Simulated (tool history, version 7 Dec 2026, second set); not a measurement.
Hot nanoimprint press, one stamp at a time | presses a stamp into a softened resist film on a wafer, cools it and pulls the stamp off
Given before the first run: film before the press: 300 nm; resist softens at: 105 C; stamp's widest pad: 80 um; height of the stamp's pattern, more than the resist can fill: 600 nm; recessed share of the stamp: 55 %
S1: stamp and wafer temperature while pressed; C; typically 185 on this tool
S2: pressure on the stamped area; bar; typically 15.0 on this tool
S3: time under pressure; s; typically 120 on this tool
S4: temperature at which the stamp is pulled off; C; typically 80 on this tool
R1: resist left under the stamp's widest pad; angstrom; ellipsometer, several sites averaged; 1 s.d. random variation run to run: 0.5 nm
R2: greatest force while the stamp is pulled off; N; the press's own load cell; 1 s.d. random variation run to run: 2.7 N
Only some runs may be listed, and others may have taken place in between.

run 1 day=0.000 | S1=185 S2=15.0 S3=120 S4=80 | R1=1091 R2=130
run 2 day=1.654 | S1=185 S2=12.3 S3=120 S4=80 | R1=1182 R2=142
run 3 day=4.408 | S1=185 S2=12.3 S3=120 S4=80 | R1=1188 R2=155
run 4 day=7.654 | S1=185 S2=12.3 S3=120 S4=80 | R1=1175 R2=172
run 5 day=9.900 | S1=185 S2=12.3 S3=120 S4=80 | R1=1176 R2=185
run 6 day=13.354 | S1=185 S2=12.3 S3=120 S4=80 | R1=1162 R2=196
run 7 day=14.738 | S1=185 S2=15.0 S3=120 S4=80 | R1=1059 R2=208
run 8 day=17.579 | S1=185 S2=15.0 S3=120 S4=80 | R1=1049 R2=218
run 9 day=21.029 | S1=185 S2=18.5 S3=120 S4=80 | R1=937 R2=244
-- day=24.096 plate thermocouple calibrated
run 10 day=24.225 | S1=185 S2=18.5 S3=120 S4=80 | R1=1000 R2=275
-- day=26.158 stamp cleaned and given a new release coat
run 11 day=27.096 | S1=185 S2=18.5 S3=120 S4=80 | R1=996 R2=129
run 12 day=29.217 | S1=185 S2=18.5 S3=120 S4=80 | R1=989 R2=145
run 13 day=31.829 | S1=190 S2=11.0 S3=120 S4=80 | R1=1062 R2=152
run 14 day=33.529 | S1=190 S2=11.0 S3=120 S4=80 | R1=1063 R2=164
-- day=35.275 press's hydraulic seals changed and the load cell set to zero
run 15 day=36.312 | S1=190 S2=11.0 S3=120 S4=80 | R1=1049 R2=173
run 16 day=37.912 | S1=183 S2=15.0 S3=91 S4=75 | R1=1274 R2=199
run 17 day=40.267 | S1=184 S2=11.6 S3=159 S4=79 | R1=1111 R2=199
run 18 day=43.279 | S1=184 S2=11.6 S3=159 S4=79 | R1=1098 R2=219
run 19 day=46.033 | S1=190 S2=12.0 S3=225 S4=75 | R1=752 R2=255
run 20 day=47.712 | S1=190 S2=12.0 S3=225 S4=75 | R1=746 R2=266

How would selected steps in R1 from run to run divide? Give the signed amount a tool lacking its hidden state would still show from settings, what came in and random variation, and the signed amount left for the hidden state, including any gauge scatter that is not in both of the compared results.
Hidden state at play: true temperature over the reading, C; pressure that arrives at the usual setting, %; grip of the stamp's worn release coat, % over a new coat's; drift of the gauge itself on residual_nm, %; drift of the gauge itself on pull_off_n, %.
Run 9 -> 10: plate thermocouple calibrated. R1 +63 angstrom: hidden state +65, all else -2.
Run 14 -> 15: press's hydraulic seals changed and the load cell set to zero. R1 -14 angstrom: hidden state -17, all else +3.
Run 15 -> 16: S1 190 -> 183, S2 11.0 -> 15.0, S3 120 -> 91, S4 80 -> 75. R1 +225 angstrom: hidden state -12, all else +237.
Run 18 -> 19: S1 184 -> 190, S2 11.6 -> 12.0, S3 159 -> 225, S4 79 -> 75. R1 -346 angstrom: hidden state +12, all else -358.

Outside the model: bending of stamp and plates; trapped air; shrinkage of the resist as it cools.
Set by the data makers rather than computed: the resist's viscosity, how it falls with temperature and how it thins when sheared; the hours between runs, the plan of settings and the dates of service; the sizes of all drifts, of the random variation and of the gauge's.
